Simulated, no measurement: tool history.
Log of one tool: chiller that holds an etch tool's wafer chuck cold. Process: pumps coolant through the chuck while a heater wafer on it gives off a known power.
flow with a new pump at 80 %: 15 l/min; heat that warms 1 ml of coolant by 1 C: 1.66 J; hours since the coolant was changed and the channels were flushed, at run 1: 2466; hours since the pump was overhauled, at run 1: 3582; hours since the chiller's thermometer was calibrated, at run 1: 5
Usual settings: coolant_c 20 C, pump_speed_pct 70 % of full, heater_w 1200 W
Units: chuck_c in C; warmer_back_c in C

run,hour,coolant_c,pump_speed_pct,heater_w,hours since the coolant was changed and the channels were flushed,hours since the pump was overhauled,hours since the chiller's thermometer was calibrated,chuck_c,warmer_back_c
1,0,20,70,1200,2466,3582,5,33.2,3.52
2,126.2,15,70,1200,2593,3708,131,28.4,3.54
3,210.5,15,70,1200,2677,3792,215,28.3,3.47
4,287.2,15,70,1200,2754,3869,292,28.6,3.52
5,423,15,70,1200,2889,4005,428,28.6,3.55
6,491,15,70,1200,2957,4073,496,28.7,3.57
7,636.3,20,70,1200,3103,4218,641,33.6,3.57
8,707.1,20,70,1200,3174,4289,712,33.9,3.57
9,792.8,20,70,732,3259,4375,797,28.4,2.2
10,935.6,20,70,732,3402,4518,940,28.5,2.18
11,996.7,20,70,732,3463,4579,1001,28.6,2.24
12,1111,20,70,732,3577,4693,1116,28.6,2.18
13,1228.8,28,70,1200,3695,4811,1233,42.3,3.63
14,1373.4,27,70,1200,3840,4955,1378,41.2,3.61
15,1457.6,20,70,1594,3924,5040,1462,39.2,4.78
16,1549.1,20,70,1200,4016,5131,1554,34.4,3.62
# hour 1567: coolant changed, channels flushed
17,1641.7,21,73,1794,75,5218,1640,39.7,5.22
18,1764.1,21,62,1794,197,5340,1763,42.2,6.2
19,1834.3,24,62,1794,267,5410,1833,45.2,6.15
20,1921.5,19,81,1794,354,5497,1920,36.2,4.74
# hour 1929: chiller's thermometer calibrated
21,2038.6,19,96,1533,471,5613,110,32.2,3.42
22,2171.5,27,75,1498,604,5746,243,42.8,4.3
23,2250.1,24,83,1498,682,5825,321,38.6,3.9
24,2388.1,18,89,767,820,5963,459,25.2,1.84
# hour 2479.7: chiller's thermometer calibrated, once more
25,2493.2,17,89,1055,924,6067,14,26.7,2.58
26,2604.8,17,63,834,1036,6179,125,27.1,2.88
27,2706.9,11,74,772,1138,6281,227,19.3,2.29
28,2792.2,20,61,785,1223,6366,313,29.8,2.81
29,2922.9,19,67,785,1354,6497,443,28.2,2.57
30,3013.9,11,67,644,1445,6588,534,18.6,2.1
31,3131.9,11,67,644,1563,6706,652,18.6,2.12
32,3239.9,16,97,1200,1671,6814,760,26.7,2.73

3 ways to go on from here, each from the tool as it stands after run 32. What would each give?
A,3327,16,84,1668,1758,6901,847,?,?
B,3327,22,93,665,1758,6901,847,?,?
C,3327,18,82,1330,1758,6901,847,?,?

run,chuck_c,warmer_back_c
A,32.7,4.38
B,28,1.61
C,31.5,3.57
Without the tool's hidden state the same runs would have given:
run,chuck_c,warmer_back_c
A,30.1,3.84
B,27,1.41
C,29.4,3.12

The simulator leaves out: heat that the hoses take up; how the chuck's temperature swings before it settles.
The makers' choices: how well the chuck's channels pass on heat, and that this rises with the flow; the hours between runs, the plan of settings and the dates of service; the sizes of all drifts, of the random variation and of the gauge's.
